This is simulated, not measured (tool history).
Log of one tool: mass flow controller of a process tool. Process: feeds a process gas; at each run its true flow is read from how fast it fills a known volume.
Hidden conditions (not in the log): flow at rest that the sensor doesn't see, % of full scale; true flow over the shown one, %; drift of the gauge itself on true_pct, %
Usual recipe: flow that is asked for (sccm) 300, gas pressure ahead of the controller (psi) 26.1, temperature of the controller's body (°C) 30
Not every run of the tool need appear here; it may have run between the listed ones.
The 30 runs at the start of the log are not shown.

run,hour,flow that is asked for (sccm),gas pressure ahead of the controller (psi),temperature of the controller's body (°C),hours of work since the controller was set to zero,hours of work since the controller was changed,true flow (%)
31,8092.7,500,26.1,27,949,949,99.19
32,8467.6,622,22,21,1163,1163,99.07
33,8657.6,194,30.9,30,1271,1271,97.54
34,8874.2,140,38.4,38,1394,1394,97.14
35,9044.4,914,24.4,26,1491,1491,100.33
36,9345.2,202,32.2,22,1662,1662,96.81
37,9707.8,202,32.2,22,1868,1868,96.66
38,10041.6,300,28.7,38,2058,2058,98.76
39,10425.7,300,28.7,38,2277,2277,98.68
40,10593.4,736,24.2,32,2372,2372,100.57
41,10833.6,736,24.2,32,2509,2509,100.71
42,11127.9,122,23.4,28,2677,2677,92.79
43,11463,300,21.3,33,2867,2867,98.03
44,11664.7,300,21.3,33,2982,2982,97.95
45,11986.4,300,30.6,27,3165,3165,97.82

Run 46, settings as shown, results not yet in. Your forecast:
46,12260.2,144,25.5,25,3321,3321,?

Run 46 produced true flow (%) 93.09.
If the tool had no hidden condition, the same run with the same run-to-run variation would have returned true flow (%) 98.57.
